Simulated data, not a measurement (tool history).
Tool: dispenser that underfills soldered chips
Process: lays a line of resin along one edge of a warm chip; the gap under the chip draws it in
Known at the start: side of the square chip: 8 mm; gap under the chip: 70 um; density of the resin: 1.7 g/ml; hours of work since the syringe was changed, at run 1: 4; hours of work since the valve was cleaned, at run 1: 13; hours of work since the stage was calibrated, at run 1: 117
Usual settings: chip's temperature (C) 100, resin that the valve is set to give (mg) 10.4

| run | hour | chip's temperature (C) | resin that the valve is set to give (mg) | hours of work since the syringe was changed | hours of work since the valve was cleaned | hours of work since the stage was calibrated | time until the resin shows at the far edge (s) | resin that the valve gave (mg) |
|---|---|---|---|---|---|---|---|---|
| 1 | 0 | 100 | 10.4 | 4 | 13 | 117 | 41.8 | 10.31 |
|  | 3.9 | new syringe of resin |
| 2 | 8.1 | 100 | 11 | 3 | 19 | 122 | 40.1 | 10.83 |
|  | 12.9 | new syringe of resin |
| 3 | 16.7 | 100 | 11 | 3 | 25 | 128 | 38.5 | 10.81 |
|  | 21.9 | new syringe of resin |
| 4 | 21.9 | 100 | 11 | 0 | 28 | 132 | 35.2 | 10.74 |
| 5 | 27.1 | 113 | 11 | 4 | 32 | 136 | 26.2 | 10.72 |
|  | 30.8 | new syringe of resin |
| 6 | 35.1 | 100 | 9.8 | 3 | 38 | 142 | 41.6 | 9.51 |
|  | 39.8 | new syringe of resin |
| 7 | 44 | 100 | 9.8 | 3 | 44 | 148 | 41.6 | 9.48 |
|  | 49.1 | new syringe of resin |
| 8 | 49.5 | 100 | 9.2 | 0 | 48 | 152 | 37.8 | 8.81 |
| 9 | 56.6 | 100 | 9.2 | 6 | 53 | 157 | 48.1 | 8.79 |
|  | 58.4 | new syringe of resin |
| 10 | 62.4 | 101 | 11.3 | 3 | 57 | 161 | 38.7 | 10.68 |
|  | 67.1 | new syringe of resin |
| 11 | 69.4 | 101 | 11.3 | 2 | 62 | 166 | 36.9 | 10.8 |
|  | 76 | new syringe of resin |
| 12 | 78.1 | 100 | 9 | 1 | 69 | 172 | 41.6 | 8.38 |
| 13 | 83.5 | 100 | 9 | 5 | 73 | 176 | 49.4 | 8.36 |
|  | 85.2 | new syringe of resin |
| 14 | 90.6 | 99 | 10.2 | 4 | 78 | 181 | 45.7 | 9.49 |
|  | 94.3 | new syringe of resin |
| 15 | 97.1 | 108 | 11.7 | 2 | 82 | 186 | 28.6 | 10.91 |
|  | 103.5 | new syringe of resin |
| 16 | 105.6 | 90 | 13.1 | 2 | 88 | 192 | 53.5 | 12.21 |
|  | 112.7 | new syringe of resin |
| 17 | 115.5 | 101 | 9 | 2 | 95 | 199 | 42.3 | 8.3 |
|  | 121.7 | new syringe of resin |
| 18 | 125.1 | 101 | 9 | 3 | 102 | 206 | 41.5 | 8.18 |

Measured less the same run without the tool's hidden state. The same run-to-run variation is in both; the gauge's scatter may not be:
The hidden state here: resin's viscosity, % of fresh resin's; dose that the valve gives, % of what is set; true chip temperature over the reading, C; drift of the gauge itself on fill_s, %; drift of the gauge itself on given_mg, %.
| run | time until the resin shows at the far edge (s) | resin that the valve gave (mg) |
|---|---|---|
| 1 | +7 | -0.09 |
| 2 | +6.4 | -0.16 |
| 3 | +5.6 | -0.22 |
| 4 | +0.7 | -0.25 |
| 5 | +4.4 | -0.29 |
| 6 | +7.5 | -0.31 |
| 7 | +7 | -0.36 |
| 8 | +2.9 | -0.37 |
| 9 | +13 | -0.41 |
| 10 | +6.2 | -0.56 |
| 11 | +4.9 | -0.61 |
| 12 | +5 | -0.52 |
| 13 | +13 | -0.56 |
| 14 | +9.4 | -0.69 |
| 15 | +3.8 | -0.83 |
| 16 | +5.9 | -0.99 |
| 17 | +7.4 | -0.73 |
| 18 | +7.9 | -0.79 |

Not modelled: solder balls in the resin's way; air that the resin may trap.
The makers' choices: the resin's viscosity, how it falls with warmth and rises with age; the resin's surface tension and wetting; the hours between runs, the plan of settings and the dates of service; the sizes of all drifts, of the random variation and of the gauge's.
